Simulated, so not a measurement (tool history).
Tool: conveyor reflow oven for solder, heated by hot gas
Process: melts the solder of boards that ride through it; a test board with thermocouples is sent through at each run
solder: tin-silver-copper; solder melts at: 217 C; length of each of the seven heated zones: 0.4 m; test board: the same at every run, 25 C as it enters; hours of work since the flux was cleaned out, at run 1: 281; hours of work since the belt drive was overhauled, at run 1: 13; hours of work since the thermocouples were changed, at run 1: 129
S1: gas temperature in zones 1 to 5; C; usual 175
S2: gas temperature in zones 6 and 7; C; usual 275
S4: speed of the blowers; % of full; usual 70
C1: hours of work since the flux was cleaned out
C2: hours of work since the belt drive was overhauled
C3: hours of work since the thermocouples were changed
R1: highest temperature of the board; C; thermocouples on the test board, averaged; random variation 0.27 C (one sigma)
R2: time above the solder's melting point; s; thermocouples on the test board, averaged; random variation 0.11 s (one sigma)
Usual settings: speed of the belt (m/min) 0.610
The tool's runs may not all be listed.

Run 1, hour 0.0: usual settings; C1 281; C2 13; C3 129. Result: R1 257.5 C, R2 62.5 s.
Run 2, hour 7.9: usual settings but speed of the belt (m/min) 0.623; C1 285; C2 16; C3 132. Result: R1 257.1 C, R2 60.5 s.
Run 3, hour 12.6: usual settings but speed of the belt (m/min) 0.623; C1 287; C2 18; C3 135. Result: R1 256.9 C, R2 60.6 s.
Run 4, hour 19.8: usual settings but speed of the belt (m/min) 0.623; C1 291; C2 22; C3 138. Result: R1 256.8 C, R2 60.5 s.
Run 5, hour 24.2: usual settings but speed of the belt (m/min) 0.578; C1 293; C2 24; C3 140. Result: R1 259.1 C, R2 67.5 s.
Run 6, hour 30.3: usual settings; C1 295; C2 27; C3 143. Result: R1 257.5 C, R2 62.3 s.
Run 7, hour 35.9: usual settings; C1 298; C2 29; C3 145. Result: R1 257.3 C, R2 62.5 s.
Run 8, hour 41.1: usual settings but S1 179 C; C1 300; C2 32; C3 148. Result: R1 258.4 C, R2 64.1 s.
Run 9, hour 49.2: usual settings; C1 304; C2 35; C3 152. Result: R1 257.1 C, R2 62.4 s.
Run 10, hour 53.2: usual settings; C1 306; C2 37; C3 153. Result: R1 257.3 C, R2 62.4 s.
Run 11, hour 62.7: usual settings but S1 163 C; C1 310; C2 42; C3 158. Result: R1 254.8 C, R2 56.8 s.
Run 12, hour 67.6: usual settings but S1 178 C; C1 313; C2 44; C3 160. Result: R1 257.5 C, R2 63.8 s.
Run 13, hour 77.1: usual settings but S1 178 C; C1 317; C2 48; C3 165. Result: R1 257.9 C, R2 63.6 s.
Run 14, hour 82.3: usual settings but S1 179 C; C1 320; C2 51; C3 167. Result: R1 257.9 C, R2 64.3 s.
Run 15, hour 87.7: usual settings but S1 179 C; C1 322; C2 53; C3 169. Result: R1 257.8 C, R2 64.3 s.
Run 16, hour 94.8: usual settings but S2 270 C, S4 84 % of full; C1 325; C2 56; C3 173. Result: R1 255.3 C, R2 62.0 s.
Run 17, hour 99.3: usual settings but S2 270 C, S4 77 % of full; C1 327; C2 58; C3 175. Result: R1 254.1 C, R2 60.7 s.
Run 18, hour 107.4: usual settings but S1 184 C, speed of the belt (m/min) 0.668, S4 86 % of full; C1 331; C2 62; C3 179. Result: R1 259.1 C, R2 61.2 s.
Run 19, hour 115.1: usual settings but S1 184 C, speed of the belt (m/min) 0.601, S4 64 % of full; C1 335; C2 66; C3 182. Result: R1 257.8 C, R2 66.8 s.
Run 20, hour 119.9: usual settings but S1 161 C, S2 288 C, speed of the belt (m/min) 0.729, S4 51 % of full; C1 337; C2 68; C3 184. Result: R1 249.3 C, R2 40.9 s.
Run 21, hour 125.7: usual settings but S1 161 C, S2 288 C, speed of the belt (m/min) 0.729, S4 51 % of full; C1 340; C2 71; C3 187. Result: R1 249.6 C, R2 40.7 s.
Run 22, hour 134.1: usual settings but S1 174 C, S2 288 C, speed of the belt (m/min) 0.729, S4 51 % of full; C1 344; C2 75; C3 191. Result: R1 252.8 C, R2 46.9 s.
Run 23, hour 139.1: usual settings but S1 174 C, S2 267 C, speed of the belt (m/min) 0.729, S4 51 % of full; C1 346; C2 77; C3 193. Result: R1 237.0 C, R2 32.9 s.

4 ways to go on from here, each from the tool as it stands after run 23. What would each give?
Run A, hour 146.9: usual settings but S1 166 C, S2 287 C, speed of the belt (m/min) 0.729; C1 349; C2 81; C3 197. Result: R1 ?, R2 ?.
Run B, hour 146.9: usual settings but S1 177 C, speed of the belt (m/min) 0.511, S4 77 % of full; C1 349; C2 81; C3 197. Result: R1 ?, R2 ?.
Run C, hour 146.9: usual settings but speed of the belt (m/min) 0.528; C1 349; C2 81; C3 197. Result: R1 ?, R2 ?.
Run D, hour 146.9: usual settings but S2 283 C, S4 81 % of full; C1 349; C2 81; C3 197. Result: R1 ?, R2 ?.

run     R1    R2
  A  257.6  48.9
  B  263.8  81.2
  C  261.3  75.8
  D  266.4  67.9
Without the tool's hidden state the same runs would have given:
run     R1    R2
  A  261.8  51.7
  B  266.4  83.0
  C  264.1  77.9
  D  269.8  69.8
